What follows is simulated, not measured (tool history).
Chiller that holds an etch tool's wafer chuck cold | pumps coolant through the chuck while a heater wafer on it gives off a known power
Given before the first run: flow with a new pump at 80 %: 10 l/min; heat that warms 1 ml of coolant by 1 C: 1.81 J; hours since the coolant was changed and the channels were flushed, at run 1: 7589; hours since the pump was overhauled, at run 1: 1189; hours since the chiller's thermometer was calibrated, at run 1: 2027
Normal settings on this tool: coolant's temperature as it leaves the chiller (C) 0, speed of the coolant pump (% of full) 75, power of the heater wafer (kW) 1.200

run	hour	coolant's temperature as it leaves the chiller (C)	speed of the coolant pump (% of full)	power of the heater wafer (kW)	hours since the coolant was changed and the channels were flushed	hours since the pump was overhauled	hours since the chiller's thermometer was calibrated	chuck's temperature once it has settled (C)	how much warmer the coolant comes back (C)
1	0.0	0	75	1.200	7589	1189	2027	10.1	4.31
2	28.5	0	75	1.200	7617	1217	2056	9.9	4.35
3	51.6	0	75	1.200	7640	1241	2079	9.9	4.34
4	74.5	0	75	1.200	7663	1264	2102	10.4	4.38
5	91.8	0	75	1.200	7681	1281	2119	10.0	4.35
6	126.4	0	75	1.200	7715	1315	2153	10.1	4.37
7	165.0	0	75	1.200	7754	1354	2192	10.1	4.38
8	196.3	0	61	1.200	7785	1385	2223	12.3	5.57
9	226.6	0	61	1.200	7815	1416	2254	12.1	5.49
10	256.7	-8	75	1.200	7845	1446	2284	2.0	4.34
# hour 285.3: chiller's thermometer calibrated
11	295.8	-8	75	1.200	7884	1484	11	2.1	4.43
12	326.6	-5	75	1.200	7914	1515	41	5.1	4.33
13	360.4	0	64	1.200	7948	1548	75	11.7	5.21
14	390.2	0	64	1.200	7978	1578	105	11.8	5.27
15	411.2	0	81	1.200	7999	1599	126	9.4	4.03
16	443.1	0	88	1.200	8031	1631	158	8.7	3.75
17	468.3	-6	88	1.200	8056	1656	183	2.8	3.64
18	501.3	-6	88	1.200	8089	1689	216	2.7	3.69
19	537.6	-10	81	0.628	8125	1726	252	-5.1	2.07
20	558.9	-10	81	0.628	8147	1747	274	-5.1	2.15
21	594.6	-10	81	0.628	8182	1783	309	-5.1	2.07
22	621.0	-3	61	1.779	8209	1809	336	15.2	8.24
23	642.2	-1	79	1.772	8230	1830	357	13.5	6.12
24	672.0	-10	79	0.848	8260	1860	387	-3.2	2.99
25	693.3	-8	73	1.200	8281	1881	408	2.5	4.54
# hour 705.4: coolant changed, channels flushed
26	723.2	-8	67	1.759	18	1905	432	6.7	7.36

Run 27, settings as shown, results not yet in. Your forecast:
27	739.3	0	75	1.015	34	1921	448	?	?

Run 27 measured chuck's temperature once it has settled (C) 7.6, how much warmer the coolant comes back (C) 3.70.
With the hidden condition absent and the run-to-run variation left alone, this run would have shown chuck's temperature once it has settled (C) 7.6, how much warmer the coolant comes back (C) 3.59.

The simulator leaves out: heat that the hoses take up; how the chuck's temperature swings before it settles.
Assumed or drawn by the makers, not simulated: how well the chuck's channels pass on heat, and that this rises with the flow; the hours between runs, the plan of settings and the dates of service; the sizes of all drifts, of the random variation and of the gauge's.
